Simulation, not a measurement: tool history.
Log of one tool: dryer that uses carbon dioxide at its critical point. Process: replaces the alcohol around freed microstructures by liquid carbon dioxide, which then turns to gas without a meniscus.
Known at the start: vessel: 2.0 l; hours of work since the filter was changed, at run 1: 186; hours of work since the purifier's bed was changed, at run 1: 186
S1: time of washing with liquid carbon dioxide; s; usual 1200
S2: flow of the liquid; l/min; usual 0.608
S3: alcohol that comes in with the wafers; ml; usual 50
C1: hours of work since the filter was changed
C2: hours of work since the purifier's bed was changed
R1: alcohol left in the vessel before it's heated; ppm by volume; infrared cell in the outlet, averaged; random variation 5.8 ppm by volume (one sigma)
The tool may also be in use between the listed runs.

run,day,S1,S2,S3,C1,C2,R1
1,0.000,1200,0.608,50,186,186,377
2,0.600,1200,0.608,35,197,197,285
3,1.158,1200,0.608,35,207,207,295
4,1.533,1200,0.608,50,214,214,412
5,1.921,1200,0.608,97,221,221,776
# day 2.233: inlet filter changed
6,2.496,1200,0.508,50,5,231,508
7,3.083,1200,0.508,50,16,242,536
8,3.721,1200,0.508,50,27,254,538
9,4.308,1200,0.508,50,38,264,577
10,4.888,1200,0.508,50,49,275,574
11,5.338,1200,0.608,50,57,283,295
12,5.625,1200,0.608,50,62,288,294
13,5.996,1200,0.608,22,69,295,157
14,6.379,780,0.608,22,76,302,584
15,6.821,1200,0.608,76,84,310,430
16,7.312,1740,0.608,50,93,319,86
17,7.867,1740,0.608,50,103,330,94
18,8.350,840,0.973,40,112,338,168
19,8.683,840,0.973,40,118,344,181
20,8.950,840,0.973,36,123,349,162
21,9.246,840,0.630,89,128,355,1786
22,9.892,1200,0.955,50,140,367,74
23,10.546,960,0.747,50,152,379,365
24,11.150,900,0.608,61,163,390,1195
25,11.696,1200,0.445,50,173,400,1208
26,12.000,1320,0.479,48,179,405,653
27,12.471,1320,0.638,48,187,414,239
28,12.933,1320,0.638,48,196,422,238
29,13.317,1320,0.638,48,203,429,242

Run 30 comes next. What will it give?
30,13.671,1860,0.723,108,209,436,?

Run 30 gave R1 94 ppm by volume.
Without the tool's hidden state the same run would have given R1 12 ppm by volume.
